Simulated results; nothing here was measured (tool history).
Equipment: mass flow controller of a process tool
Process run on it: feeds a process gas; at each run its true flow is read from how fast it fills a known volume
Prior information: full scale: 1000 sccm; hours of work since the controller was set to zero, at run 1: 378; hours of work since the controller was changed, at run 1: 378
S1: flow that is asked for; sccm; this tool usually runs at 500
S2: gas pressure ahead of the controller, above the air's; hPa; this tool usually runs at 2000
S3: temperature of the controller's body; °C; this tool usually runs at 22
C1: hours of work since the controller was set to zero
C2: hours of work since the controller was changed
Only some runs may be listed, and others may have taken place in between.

{"run": 1, "day": 0.0, "S1": 500, "S2": 2000, "S3": 22, "C1": 378, "C2": 378, "true flow (%)": 99.42}
{"run": 2, "day": 6.142, "S1": 500, "S2": 2000, "S3": 22, "C1": 472, "C2": 472, "true flow (%)": 99.39}
{"run": 3, "day": 10.262, "S1": 500, "S2": 2000, "S3": 22, "C1": 535, "C2": 535, "true flow (%)": 99.37}
{"run": 4, "day": 14.467, "S1": 500, "S2": 2000, "S3": 22, "C1": 599, "C2": 599, "true flow (%)": 99.48}
{"run": 5, "day": 22.754, "S1": 500, "S2": 2000, "S3": 22, "C1": 726, "C2": 726, "true flow (%)": 99.34}
{"run": 6, "day": 30.562, "S1": 500, "S2": 2000, "S3": 22, "C1": 845, "C2": 845, "true flow (%)": 99.39}
{"run": 7, "day": 39.375, "S1": 129, "S2": 2000, "S3": 22, "C1": 980, "C2": 980, "true flow (%)": 99.09}
{"run": 8, "day": 46.321, "S1": 129, "S2": 2000, "S3": 22, "C1": 1086, "C2": 1086, "true flow (%)": 99.03}
{"run": 9, "day": 51.679, "S1": 129, "S2": 2090, "S3": 22, "C1": 1168, "C2": 1168, "true flow (%)": 99.17}
{"run": 10, "day": 55.633, "S1": 500, "S2": 2000, "S3": 22, "C1": 1229, "C2": 1229, "true flow (%)": 99.37}
{"run": 11, "day": 63.288, "S1": 500, "S2": 2000, "S3": 22, "C1": 1346, "C2": 1346, "true flow (%)": 99.39}
{"run": 12, "day": 70.433, "S1": 500, "S2": 2000, "S3": 22, "C1": 1455, "C2": 1455, "true flow (%)": 99.34}
{"run": 13, "day": 76.988, "S1": 500, "S2": 2000, "S3": 22, "C1": 1555, "C2": 1555, "true flow (%)": 99.19}
{"run": 14, "day": 83.183, "S1": 500, "S2": 2280, "S3": 30, "C1": 1650, "C2": 1650, "true flow (%)": 99.98}
{"run": 15, "day": 88.654, "S1": 142, "S2": 2000, "S3": 22, "C1": 1734, "C2": 1734, "true flow (%)": 99.08}
{"run": 16, "day": 94.058, "S1": 104, "S2": 2600, "S3": 31, "C1": 1816, "C2": 1816, "true flow (%)": 99.89}
{"run": 17, "day": 102.762, "S1": 163, "S2": 1770, "S3": 30, "C1": 1949, "C2": 1949, "true flow (%)": 99.97}
{"run": 18, "day": 107.342, "S1": 163, "S2": 1770, "S3": 30, "C1": 2019, "C2": 2019, "true flow (%)": 100.2}
{"run": 19, "day": 112.358, "S1": 163, "S2": 1770, "S3": 30, "C1": 2096, "C2": 2096, "true flow (%)": 99.94}
{"run": 20, "day": 120.529, "S1": 115, "S2": 2000, "S3": 22, "C1": 2221, "C2": 2221, "true flow (%)": 99.06}
{"run": 21, "day": 129.408, "S1": 139, "S2": 1660, "S3": 40, "C1": 2357, "C2": 2357, "true flow (%)": 101.17}
{"run": 22, "day": 133.333, "S1": 370, "S2": 1660, "S3": 40, "C1": 2417, "C2": 2417, "true flow (%)": 101.24}
{"run": 23, "day": 141.967, "S1": 110, "S2": 1660, "S3": 40, "C1": 2549, "C2": 2549, "true flow (%)": 101.17}

Each row is a separate what-if for the run after 23, all from the same tool condition, not one after another. Results?
{"run": "A", "day": 151.325, "S1": 110, "S2": 1540, "S3": 40, "C1": 2692, "C2": 2692, "true flow (%)": "?"}
{"run": "B", "day": 151.325, "S1": 147, "S2": 1660, "S3": 40, "C1": 2692, "C2": 2692, "true flow (%)": "?"}
{"run": "C", "day": 151.325, "S1": 889, "S2": 2070, "S3": 31, "C1": 2692, "C2": 2692, "true flow (%)": "?"}

run=A true_flow_(%)=101.21
run=B true_flow_(%)=101.07
run=C true_flow_(%)=100.51
The same runs, with their run-to-run variation unchanged, on a tool lacking any hidden condition would have given:
run=A true_flow_(%)=101.19
run=B true_flow_(%)=101.05
run=C true_flow_(%)=100.51

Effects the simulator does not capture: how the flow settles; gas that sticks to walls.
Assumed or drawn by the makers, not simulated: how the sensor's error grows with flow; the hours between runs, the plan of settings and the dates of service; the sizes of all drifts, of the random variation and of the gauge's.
